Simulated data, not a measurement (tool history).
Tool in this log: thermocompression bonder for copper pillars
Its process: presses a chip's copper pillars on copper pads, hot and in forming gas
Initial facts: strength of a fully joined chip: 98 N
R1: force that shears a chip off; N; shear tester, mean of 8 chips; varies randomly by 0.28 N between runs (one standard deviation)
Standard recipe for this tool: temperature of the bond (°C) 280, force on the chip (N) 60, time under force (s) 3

{"run": 1, "hour": 0.0, "temperature of the bond (°C)": 280, "force on the chip (N)": 60, "time under force (s)": 3, "R1": 52.3}
{"run": 2, "hour": 10.2, "temperature of the bond (°C)": 280, "force on the chip (N)": 60, "time under force (s)": 3, "R1": 51.8}
{"run": 3, "hour": 21.5, "temperature of the bond (°C)": 280, "force on the chip (N)": 60, "time under force (s)": 6, "R1": 63.7}
{"run": 4, "hour": 32.1, "temperature of the bond (°C)": 270, "force on the chip (N)": 60, "time under force (s)": 6, "R1": 56.5}
{"run": 5, "hour": 42.5, "temperature of the bond (°C)": 270, "force on the chip (N)": 60, "time under force (s)": 6, "R1": 56.4}
{"run": 6, "hour": 50.1, "temperature of the bond (°C)": 270, "force on the chip (N)": 60, "time under force (s)": 6, "R1": 55.9}
{"hour": 52.6, "done": "force cell calibrated"}
{"run": 7, "hour": 57.1, "temperature of the bond (°C)": 254, "force on the chip (N)": 60, "time under force (s)": 3, "R1": 34.2}
{"run": 8, "hour": 63.8, "temperature of the bond (°C)": 279, "force on the chip (N)": 60, "time under force (s)": 3, "R1": 51.7}
{"run": 9, "hour": 69.0, "temperature of the bond (°C)": 280, "force on the chip (N)": 60, "time under force (s)": 3, "R1": 51.8}
{"run": 10, "hour": 76.6, "temperature of the bond (°C)": 280, "force on the chip (N)": 60, "time under force (s)": 3, "R1": 52.1}
{"run": 11, "hour": 83.8, "temperature of the bond (°C)": 307, "force on the chip (N)": 60, "time under force (s)": 5, "R1": 76.7}
{"run": 12, "hour": 94.5, "temperature of the bond (°C)": 277, "force on the chip (N)": 60, "time under force (s)": 3, "R1": 49.7}
{"hour": 100.0, "done": "force cell calibrated, once more"}
{"run": 13, "hour": 104.1, "temperature of the bond (°C)": 259, "force on the chip (N)": 68, "time under force (s)": 2, "R1": 33.9}
{"run": 14, "hour": 114.5, "temperature of the bond (°C)": 292, "force on the chip (N)": 58, "time under force (s)": 6, "R1": 69.7}
{"run": 15, "hour": 123.5, "temperature of the bond (°C)": 297, "force on the chip (N)": 60, "time under force (s)": 8, "R1": 78.2}
{"hour": 129.8, "done": "forming gas filter changed"}
{"run": 16, "hour": 133.7, "temperature of the bond (°C)": 297, "force on the chip (N)": 60, "time under force (s)": 8, "R1": 81.4}
{"run": 17, "hour": 140.7, "temperature of the bond (°C)": 297, "force on the chip (N)": 60, "time under force (s)": 8, "R1": 81.2}
{"run": 18, "hour": 145.9, "temperature of the bond (°C)": 280, "force on the chip (N)": 60, "time under force (s)": 3, "R1": 53.3}

What if the next run were any one of these 4? Each begins from the tool's condition after run 18:
{"run": "A", "hour": 155.4, "temperature of the bond (°C)": 267, "force on the chip (N)": 84, "time under force (s)": 2, "R1": "?"}
{"run": "B", "hour": 155.4, "temperature of the bond (°C)": 283, "force on the chip (N)": 61, "time under force (s)": 3, "R1": "?"}
{"run": "C", "hour": 155.4, "temperature of the bond (°C)": 309, "force on the chip (N)": 53, "time under force (s)": 8, "R1": "?"}
{"run": "D", "hour": 155.4, "temperature of the bond (°C)": 280, "force on the chip (N)": 42, "time under force (s)": 3, "R1": "?"}

run=A R1=46.9
run=B R1=56.1
run=C R1=84.2
run=D R1=43.3
Without the tool's unlogged condition, the same runs would have read:
run=A R1=47.4
run=B R1=56.7
run=C R1=84.6
run=D R1=43.8

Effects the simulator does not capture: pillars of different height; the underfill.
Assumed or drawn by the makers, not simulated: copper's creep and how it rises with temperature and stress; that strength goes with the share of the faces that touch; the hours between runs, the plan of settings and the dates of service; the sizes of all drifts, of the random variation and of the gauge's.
